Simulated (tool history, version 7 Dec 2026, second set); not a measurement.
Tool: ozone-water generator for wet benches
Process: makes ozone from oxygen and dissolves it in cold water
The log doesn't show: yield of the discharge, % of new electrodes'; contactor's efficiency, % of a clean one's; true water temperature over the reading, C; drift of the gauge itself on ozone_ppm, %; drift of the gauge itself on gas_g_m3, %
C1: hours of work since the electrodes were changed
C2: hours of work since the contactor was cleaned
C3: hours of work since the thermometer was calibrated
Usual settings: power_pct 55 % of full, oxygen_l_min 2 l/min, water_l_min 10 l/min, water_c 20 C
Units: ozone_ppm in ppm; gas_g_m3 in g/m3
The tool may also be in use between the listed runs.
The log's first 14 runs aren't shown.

Run 15, hour 1908.4: usual settings but water_l_min 15 l/min; C1 7460; C2 2818; C3 4979. Result: ozone_ppm 4.8 ppm, gas_g_m3 114.5 g/m3.
Run 16, hour 2108.4: usual settings but water_l_min 15 l/min; C1 7609; C2 2967; C3 5129. Result: ozone_ppm 4.9 ppm, gas_g_m3 113.1 g/m3.
Run 17, hour 2203.7: usual settings but oxygen_l_min 2.24 l/min; C1 7681; C2 3038; C3 5200. Result: ozone_ppm 7.1 ppm, gas_g_m3 105.9 g/m3.
Run 18, hour 2316.6: usual settings but power_pct 46 % of full, oxygen_l_min 1.84 l/min; C1 7765; C2 3122; C3 5284. Result: ozone_ppm 6.5 ppm, gas_g_m3 110 g/m3.
Run 19, hour 2469.2: usual settings but power_pct 84 % of full, oxygen_l_min 1.24 l/min; C1 7879; C2 3236; C3 5398. Result: ozone_ppm 8.5 ppm, gas_g_m3 180.7 g/m3.
Run 20, hour 2628.5: usual settings but water_l_min 9 l/min, water_c 19 C; C1 7997; C2 3355; C3 5516. Result: ozone_ppm 7.8 ppm, gas_g_m3 111.4 g/m3.
At hour 2769.2: contactor cleaned.
Run 21, hour 2788.6: usual settings but water_l_min 7 l/min, water_c 19 C; C1 8114; C2 14; C3 5633. Result: ozone_ppm 9.2 ppm, gas_g_m3 110.7 g/m3.
Run 22, hour 2946: usual settings but oxygen_l_min 2.36 l/min, water_l_min 7 l/min, water_c 26 C; C1 8231; C2 132; C3 5750. Result: ozone_ppm 7.5 ppm, gas_g_m3 101.3 g/m3.
Run 23, hour 3058.2: usual settings but oxygen_l_min 2.36 l/min, water_l_min 7 l/min, water_c 26 C; C1 8315; C2 216; C3 5834. Result: ozone_ppm 7.8 ppm, gas_g_m3 100.2 g/m3.
At hour 3154.7: water thermometer calibrated.
Run 24, hour 3161.2: usual settings but power_pct 53 % of full, oxygen_l_min 2.36 l/min, water_l_min 7 l/min, water_c 26 C; C1 8391; C2 292; C3 5. Result: ozone_ppm 7.6 ppm, gas_g_m3 98.7 g/m3.
Run 25, hour 3346.5: usual settings but power_pct 53 % of full, oxygen_l_min 2.36 l/min, water_l_min 7 l/min, water_c 26 C; C1 8529; C2 430; C3 143. Result: ozone_ppm 7.5 ppm, gas_g_m3 96.9 g/m3.
At hour 3432.8: contactor cleaned, once more.
Run 26, hour 3432.8: usual settings but power_pct 53 % of full, oxygen_l_min 2.36 l/min, water_l_min 13 l/min, water_c 26 C; C1 8591; C2 0; C3 204. Result: ozone_ppm 5.2 ppm, gas_g_m3 96.5 g/m3.
Run 27, hour 3623.6: usual settings but oxygen_l_min 1.34 l/min, water_l_min 9 l/min; C1 8733; C2 142; C3 347. Result: ozone_ppm 7.9 ppm, gas_g_m3 139.3 g/m3.
Run 28, hour 3751.8: usual settings but power_pct 96 % of full, oxygen_l_min 2.45 l/min, water_l_min 13 l/min; C1 8829; C2 238; C3 442. Result: ozone_ppm 7.4 ppm, gas_g_m3 121.8 g/m3.
Run 29, hour 3876.5: usual settings but oxygen_l_min 2.18 l/min, water_l_min 13 l/min; C1 8922; C2 331; C3 535. Result: ozone_ppm 5.7 ppm, gas_g_m3 102.7 g/m3.
Run 30, hour 4045.9: usual settings but power_pct 70 % of full, oxygen_l_min 1.66 l/min, water_l_min 8 l/min; C1 9048; C2 457; C3 662. Result: ozone_ppm 9.5 ppm, gas_g_m3 133.5 g/m3.
Run 31, hour 4233.3: usual settings but power_pct 79 % of full, oxygen_l_min 1.66 l/min, water_l_min 8 l/min, water_c 17 C; C1 9188; C2 597; C3 801. Result: ozone_ppm 10.4 ppm, gas_g_m3 141.7 g/m3.
Run 32, hour 4368.4: usual settings but power_pct 65 % of full, oxygen_l_min 3.22 l/min, water_l_min 11 l/min, water_c 26 C; C1 9289; C2 698; C3 902. Result: ozone_ppm 6.1 ppm, gas_g_m3 85.8 g/m3.
At hour 4449.6: electrodes of the discharge changed.
Run 33, hour 4516.3: usual settings but water_l_min 9 l/min, water_c 17 C; C1 50; C2 804; C3 1008. Result: ozone_ppm 10.9 ppm, gas_g_m3 148.1 g/m3.
Run 34, hour 4682.2: usual settings; C1 173; C2 927; C3 1132. Result: ozone_ppm 9.9 ppm, gas_g_m3 149.9 g/m3.

Forecast each of these 3 alternatives for the next run:
Run A, hour 4861.1: usual settings but power_pct 67 % of full, water_c 16 C; C1 307; C2 1061; C3 1265. Result: ozone_ppm ?, gas_g_m3 ?.
Run B, hour 4861.1: usual settings but water_c 18 C; C1 307; C2 1061; C3 1265. Result: ozone_ppm ?, gas_g_m3 ?.
Run C, hour 4861.1: usual settings but oxygen_l_min 1.26 l/min, water_l_min 8 l/min; C1 307; C2 1061; C3 1265. Result: ozone_ppm ?, gas_g_m3 ?.

run  ozone_ppm  gas_g_m3
  A       11.2     164.4
  B        9.8     146.1
  C       11.7     192.1
Without the tool's hidden state the same runs would have given:
run  ozone_ppm  gas_g_m3
  A       11.6     165.9
  B       10.2     147.3
  C       12.1     193.6
